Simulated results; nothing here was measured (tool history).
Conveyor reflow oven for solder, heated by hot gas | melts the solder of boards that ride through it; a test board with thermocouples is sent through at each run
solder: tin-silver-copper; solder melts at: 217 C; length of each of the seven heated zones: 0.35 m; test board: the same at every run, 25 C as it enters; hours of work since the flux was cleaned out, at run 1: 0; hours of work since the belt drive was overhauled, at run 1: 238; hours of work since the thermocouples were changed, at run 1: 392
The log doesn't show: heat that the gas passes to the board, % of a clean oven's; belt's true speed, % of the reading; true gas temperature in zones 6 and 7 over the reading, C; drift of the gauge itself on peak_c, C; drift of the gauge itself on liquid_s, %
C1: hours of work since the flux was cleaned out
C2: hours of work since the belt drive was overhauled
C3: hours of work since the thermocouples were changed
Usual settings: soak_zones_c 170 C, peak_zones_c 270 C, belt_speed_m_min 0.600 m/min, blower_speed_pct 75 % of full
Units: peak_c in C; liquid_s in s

run 1 hour=0.0 | soak_zones_c=170 peak_zones_c=270 belt_speed_m_min=0.600 blower_speed_pct=75 | C1=0 C2=238 C3=392 | peak_c=253.6 liquid_s=52.0
run 2 hour=11.1 | soak_zones_c=170 peak_zones_c=270 belt_speed_m_min=0.600 blower_speed_pct=75 | C1=8 C2=246 C3=400 | peak_c=253.1 liquid_s=52.4
run 3 hour=23.0 | soak_zones_c=170 peak_zones_c=276 belt_speed_m_min=0.600 blower_speed_pct=75 | C1=17 C2=255 C3=409 | peak_c=258.2 liquid_s=55.4
run 4 hour=29.2 | soak_zones_c=170 peak_zones_c=270 belt_speed_m_min=0.600 blower_speed_pct=75 | C1=22 C2=260 C3=414 | peak_c=253.5 liquid_s=52.1
run 5 hour=42.5 | soak_zones_c=170 peak_zones_c=270 belt_speed_m_min=0.530 blower_speed_pct=75 | C1=31 C2=270 C3=423 | peak_c=257.3 liquid_s=62.3
run 6 hour=49.1 | soak_zones_c=170 peak_zones_c=270 belt_speed_m_min=0.530 blower_speed_pct=75 | C1=36 C2=274 C3=428 | peak_c=256.3 liquid_s=62.6
run 7 hour=56.0 | soak_zones_c=170 peak_zones_c=270 belt_speed_m_min=0.530 blower_speed_pct=75 | C1=41 C2=280 C3=433 | peak_c=257.3 liquid_s=62.2
-- hour=60.6 belt drive overhauled, speed set with a stopwatch
run 8 hour=68.0 | soak_zones_c=170 peak_zones_c=270 belt_speed_m_min=0.530 blower_speed_pct=75 | C1=47 C2=5 C3=439 | peak_c=257.3 liquid_s=62.7
run 9 hour=81.4 | soak_zones_c=170 peak_zones_c=270 belt_speed_m_min=0.600 blower_speed_pct=79 | C1=57 C2=15 C3=449 | peak_c=253.3 liquid_s=52.1
run 10 hour=88.2 | soak_zones_c=170 peak_zones_c=270 belt_speed_m_min=0.600 blower_speed_pct=79 | C1=62 C2=20 C3=454 | peak_c=253.0 liquid_s=52.3
run 11 hour=102.2 | soak_zones_c=158 peak_zones_c=266 belt_speed_m_min=0.600 blower_speed_pct=75 | C1=73 C2=31 C3=465 | peak_c=246.7 liquid_s=44.7
run 12 hour=110.7 | soak_zones_c=158 peak_zones_c=263 belt_speed_m_min=0.684 blower_speed_pct=75 | C1=79 C2=37 C3=471 | peak_c=238.9 liquid_s=32.5
run 13 hour=117.6 | soak_zones_c=158 peak_zones_c=264 belt_speed_m_min=0.684 blower_speed_pct=83 | C1=84 C2=42 C3=476 | peak_c=242.7 liquid_s=35.7
-- hour=123.6 belt drive overhauled, speed set with a stopwatch, once more
run 14 hour=132.9 | soak_zones_c=170 peak_zones_c=270 belt_speed_m_min=0.600 blower_speed_pct=72 | C1=93 C2=7 C3=485 | peak_c=251.0 liquid_s=51.0
run 15 hour=144.9 | soak_zones_c=170 peak_zones_c=270 belt_speed_m_min=0.699 blower_speed_pct=75 | C1=101 C2=16 C3=493 | peak_c=246.7 liquid_s=39.2
run 16 hour=155.2 | soak_zones_c=184 peak_zones_c=281 belt_speed_m_min=0.545 blower_speed_pct=75 | C1=109 C2=23 C3=501 | peak_c=267.3 liquid_s=70.9

Run 17 comes next. What will it give?
run 17 hour=164.3 | soak_zones_c=184 peak_zones_c=281 belt_speed_m_min=0.545 blower_speed_pct=75 | C1=116 C2=30 C3=508 | peak_c=? liquid_s=?

Run 17 gave peak_c 266.6 C, liquid_s 69.7 s.
Without the tool's hidden state the same run would have given peak_c 269.1 C, liquid_s 70.7 s.

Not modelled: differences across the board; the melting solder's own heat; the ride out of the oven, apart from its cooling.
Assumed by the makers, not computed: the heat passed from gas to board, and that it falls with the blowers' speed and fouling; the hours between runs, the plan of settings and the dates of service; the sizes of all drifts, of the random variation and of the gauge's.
